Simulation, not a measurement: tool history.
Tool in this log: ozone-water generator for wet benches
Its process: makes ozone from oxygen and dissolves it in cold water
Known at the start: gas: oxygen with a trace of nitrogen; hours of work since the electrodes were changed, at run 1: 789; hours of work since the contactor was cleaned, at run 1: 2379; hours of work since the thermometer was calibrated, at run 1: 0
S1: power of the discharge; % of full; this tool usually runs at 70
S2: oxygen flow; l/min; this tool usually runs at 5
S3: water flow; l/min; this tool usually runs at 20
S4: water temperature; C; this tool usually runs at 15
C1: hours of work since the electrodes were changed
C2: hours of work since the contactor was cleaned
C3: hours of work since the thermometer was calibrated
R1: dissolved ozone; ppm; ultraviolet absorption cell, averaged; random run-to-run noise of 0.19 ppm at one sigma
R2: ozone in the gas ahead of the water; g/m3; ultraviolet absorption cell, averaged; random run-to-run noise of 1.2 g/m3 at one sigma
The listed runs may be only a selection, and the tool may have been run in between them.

Run 1, hour 0: usual settings; C1 789; C2 2379; C3 0. Result: R1 25 ppm, R2 224.4 g/m3.
Run 2, hour 99.1: usual settings; C1 883; C2 2473; C3 94. Result: R1 25 ppm, R2 225.9 g/m3.
Run 3, hour 266.9: usual settings; C1 1042; C2 2632; C3 253. Result: R1 24.3 ppm, R2 224.8 g/m3.
Run 4, hour 362.9: usual settings; C1 1133; C2 2723; C3 344. Result: R1 24.9 ppm, R2 224.2 g/m3.
Run 5, hour 467.7: usual settings but S2 5.74 l/min; C1 1232; C2 2822; C3 443. Result: R1 24.3 ppm, R2 204.5 g/m3.
Run 6, hour 677.1: usual settings but S2 5.74 l/min; C1 1431; C2 3021; C3 642. Result: R1 24.5 ppm, R2 203.9 g/m3.
At hour 831.3: contactor cleaned.
Run 7, hour 853.4: usual settings but S2 5.74 l/min; C1 1594; C2 21; C3 805. Result: R1 25.1 ppm, R2 201.5 g/m3.
Run 8, hour 1014.2: usual settings but S1 98 % of full; C1 1747; C2 173; C3 958. Result: R1 32.4 ppm, R2 282.4 g/m3.
Run 9, hour 1124.9: usual settings but S1 98 % of full; C1 1852; C2 278; C3 1063. Result: R1 32.6 ppm, R2 286.1 g/m3.
Run 10, hour 1259.7: usual settings; C1 1980; C2 406; C3 1191. Result: R1 25.1 ppm, R2 220 g/m3.
Run 11, hour 1381.3: usual settings; C1 2095; C2 522; C3 1306. Result: R1 24.7 ppm, R2 220.1 g/m3.
Run 12, hour 1494.3: usual settings but S2 3.59 l/min; C1 2202; C2 629; C3 1413. Result: R1 25.5 ppm, R2 273.6 g/m3.
Run 13, hour 1585.1: usual settings but S2 3.59 l/min; C1 2288; C2 715; C3 1499. Result: R1 24.8 ppm, R2 273.9 g/m3.
Run 14, hour 1753.4: usual settings but S1 96 % of full; C1 2448; C2 874; C3 1659. Result: R1 31.2 ppm, R2 275.7 g/m3.
Run 15, hour 1916.9: usual settings but S1 96 % of full; C1 2603; C2 1029; C3 1814. Result: R1 31.1 ppm, R2 271.1 g/m3.
Run 16, hour 2076.2: usual settings but S1 96 % of full, S2 7.32 l/min; C1 2754; C2 1180; C3 1965. Result: R1 29 ppm, R2 211.8 g/m3.
Run 17, hour 2236.4: usual settings but S4 12 C; C1 2906; C2 1332; C3 2117. Result: R1 25.3 ppm, R2 214.9 g/m3.
Run 18, hour 2371.4: usual settings but S2 3.43 l/min, S4 19 C; C1 3034; C2 1460; C3 2245. Result: R1 23.9 ppm, R2 278.7 g/m3.
Run 19, hour 2523.3: usual settings but S1 50 % of full, S2 3.43 l/min, S4 19 C; C1 3178; C2 1604; C3 2389. Result: R1 18.3 ppm, R2 216.1 g/m3.
Run 20, hour 2700.2: usual settings but S1 50 % of full, S2 3.43 l/min, S4 19 C; C1 3345; C2 1772; C3 2556. Result: R1 18.3 ppm, R2 217.6 g/m3.
Run 21, hour 2801.5: usual settings but S1 44 % of full, S2 3.74 l/min, S3 17 l/min, S4 10 C; C1 3441; C2 1868; C3 2653. Result: R1 20.8 ppm, R2 185.2 g/m3.
Run 22, hour 2981.2: usual settings but S3 13 l/min; C1 3612; C2 2038; C3 2823. Result: R1 31.3 ppm, R2 212.2 g/m3.
At hour 3056.9: water thermometer calibrated.
Run 23, hour 3146.4: usual settings but S1 56 % of full, S2 8.28 l/min, S3 17 l/min, S4 13 C; C1 3768; C2 2195; C3 85. Result: R1 21.4 ppm, R2 128.3 g/m3.
Run 24, hour 3301.8: usual settings but S1 90 % of full, S2 6.25 l/min, S3 16 l/min, S4 13 C; C1 3915; C2 2342; C3 232. Result: R1 32.9 ppm, R2 217.7 g/m3.
Run 25, hour 3491.7: usual settings but S2 4.11 l/min, S3 19 l/min; C1 4095; C2 2522; C3 412. Result: R1 25.1 ppm, R2 240.8 g/m3.
Run 26, hour 3688.5: usual settings but S2 7.96 l/min, S3 26 l/min, S4 23 C; C1 4282; C2 2709; C3 599. Result: R1 15.9 ppm, R2 152.8 g/m3.
Run 27, hour 3827.4: usual settings but S1 80 % of full, S2 3.84 l/min, S3 22 l/min, S4 8 C; C1 4414; C2 2840; C3 731. Result: R1 25.8 ppm, R2 274.8 g/m3.
Run 28, hour 3949.9: usual settings but S1 44 % of full, S2 3.84 l/min, S3 31 l/min, S4 10 C; C1 4530; C2 2957; C3 847. Result: R1 12.2 ppm, R2 176.8 g/m3.
Run 29, hour 4152.1: usual settings but S1 44 % of full, S2 3.84 l/min, S3 31 l/min, S4 17 C; C1 4722; C2 3148; C3 1039. Result: R1 11.4 ppm, R2 179.6 g/m3.
At hour 4169.7: contactor cleaned.
Run 30, hour 4304.9: usual settings but S1 46 % of full, S2 3.57 l/min, S3 31 l/min, S4 17 C; C1 4863; C2 128; C3 1180. Result: R1 12.1 ppm, R2 193.1 g/m3.
Run 31, hour 4511.4: usual settings but S1 46 % of full, S2 2.8 l/min, S3 15 l/min, S4 11 C; C1 5058; C2 324; C3 1375. Result: R1 23.3 ppm, R2 229.5 g/m3.
Run 32, hour 4661.1: usual settings but S2 4.23 l/min, S3 23 l/min, S4 18 C; C1 5200; C2 466; C3 1517. Result: R1 20.6 ppm, R2 230.2 g/m3.

Predict each of these 5 candidate next runs independently; none follows another, all start after run 32:
Run A, hour 4782.3: usual settings but S4 11 C; C1 5315; C2 581; C3 1632. Result: R1 ?, R2 ?.
Run B, hour 4782.3: usual settings but S1 43 % of full, S2 6.39 l/min, S3 21 l/min, S4 18 C; C1 5315; C2 581; C3 1632. Result: R1 ?, R2 ?.
Run C, hour 4782.3: usual settings but S2 5.53 l/min, S3 23 l/min, S4 12 C; C1 5315; C2 581; C3 1632. Result: R1 ?, R2 ?.
Run D, hour 4782.3: usual settings but S2 4.43 l/min; C1 5315; C2 581; C3 1632. Result: R1 ?, R2 ?.
Run E, hour 4782.3: usual settings but S2 3.44 l/min, S3 23 l/min, S4 13 C; C1 5315; C2 581; C3 1632. Result: R1 ?, R2 ?.

run    R1     R2
  A  24.3  205.8
  B    15  123.4
  C  21.7  189.9
  D  23.6  222.1
  E  21.6    266
What these runs would have given with no unlogged condition in the tool:
run    R1     R2
  A  27.5  228.8
  B  16.3  132.1
  C  24.5  211.3
  D  26.7  247.1
  E  24.4  295.9

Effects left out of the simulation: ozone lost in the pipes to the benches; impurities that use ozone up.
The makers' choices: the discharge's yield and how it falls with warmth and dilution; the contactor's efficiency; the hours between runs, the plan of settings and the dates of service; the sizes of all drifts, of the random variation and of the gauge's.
